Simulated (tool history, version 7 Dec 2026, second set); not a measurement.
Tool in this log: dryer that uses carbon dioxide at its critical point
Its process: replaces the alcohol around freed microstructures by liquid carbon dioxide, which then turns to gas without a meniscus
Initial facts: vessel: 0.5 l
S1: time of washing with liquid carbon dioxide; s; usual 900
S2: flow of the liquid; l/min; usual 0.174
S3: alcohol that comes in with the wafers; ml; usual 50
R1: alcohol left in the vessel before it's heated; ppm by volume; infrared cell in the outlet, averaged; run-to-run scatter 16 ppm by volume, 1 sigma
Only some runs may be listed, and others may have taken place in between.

Run 1, hour 0: usual settings. Result: R1 1272 ppm by volume.
Run 2, hour 16.1: usual settings. Result: R1 1291 ppm by volume.
Run 3, hour 30.5: usual settings but S1 1200 s. Result: R1 320 ppm by volume.
Run 4, hour 51.3: usual settings but S1 1200 s. Result: R1 334 ppm by volume.
Run 5, hour 63.8: usual settings. Result: R1 1359 ppm by volume.
Run 6, hour 80.2: usual settings. Result: R1 1338 ppm by volume.
Run 7, hour 95.8: usual settings. Result: R1 1384 ppm by volume.
Run 8, hour 120.2: usual settings. Result: R1 1411 ppm by volume.
Run 9, hour 133.2: usual settings. Result: R1 1443 ppm by volume.
Run 10, hour 150.4: usual settings. Result: R1 1437 ppm by volume.
Run 11, hour 164.2: usual settings but S1 600 s. Result: R1 5775 ppm by volume.
Run 12, hour 181.3: usual settings but S1 600 s. Result: R1 5883 ppm by volume.
Run 13, hour 200.9: usual settings. Result: R1 1510 ppm by volume.
Run 14, hour 211: usual settings. Result: R1 1518 ppm by volume.
Run 15, hour 230.6: usual settings but S2 0.283 l/min. Result: R1 166 ppm by volume.
Run 16, hour 253.2: usual settings but S2 0.283 l/min. Result: R1 172 ppm by volume.
Run 17, hour 265.7: usual settings but S2 0.283 l/min. Result: R1 173 ppm by volume.
Run 18, hour 289.1: usual settings but S1 660 s, S3 63 ml. Result: R1 6049 ppm by volume.
Run 19, hour 309.7: usual settings but S1 660 s, S3 63 ml. Result: R1 6164 ppm by volume.
Run 20, hour 325.5: usual settings but S1 660 s, S3 63 ml. Result: R1 6076 ppm by volume.
Run 21, hour 338: usual settings but S1 780 s. Result: R1 2889 ppm by volume.
Run 22, hour 358.4: usual settings but S1 780 s. Result: R1 2957 ppm by volume.
Run 23, hour 378.4: usual settings but S1 780 s, S3 95 ml. Result: R1 5524 ppm by volume.
Run 24, hour 394.3: usual settings but S1 780 s, S3 95 ml. Result: R1 5676 ppm by volume.
Run 25, hour 414.7: usual settings but S1 780 s, S2 0.175 l/min, S3 95 ml. Result: R1 5504 ppm by volume.
Run 26, hour 426.8: usual settings but S2 0.274 l/min, S3 101 ml. Result: R1 425 ppm by volume.
Run 27, hour 447.7: usual settings but S1 960 s, S2 0.29 l/min, S3 24 ml. Result: R1 106 ppm by volume.
Run 28, hour 468.5: usual settings but S1 960 s, S2 0.29 l/min, S3 24 ml. Result: R1 102 ppm by volume.

Subtracting, for every run, the result it would have given without the tool's unlogged condition from the measured result gives the following. The same run-to-run variation enters both numbers; the gauge's scatter may not:
Unlogged tool condition in this case: flow that reaches the vessel past the clogged filter, %; alcohol in the recycled carbon dioxide, ppm; drift of the gauge itself on alcohol_ppm, %.
run     R1
  1   +222
  2   +241
  3    +96
  4   +105
  5   +296
  6   +308
  7   +333
  8   +363
  9   +381
 10   +395
 11  +1100
 12  +1166
 13   +460
 14   +474
 15    +98
 16    +99
 17   +102
 18  +1613
 19  +1695
 20  +1716
 21   +972
 22  +1022
 23  +1936
 24  +2025
 25  +2024
 26   +257
 27    +82
 28    +87

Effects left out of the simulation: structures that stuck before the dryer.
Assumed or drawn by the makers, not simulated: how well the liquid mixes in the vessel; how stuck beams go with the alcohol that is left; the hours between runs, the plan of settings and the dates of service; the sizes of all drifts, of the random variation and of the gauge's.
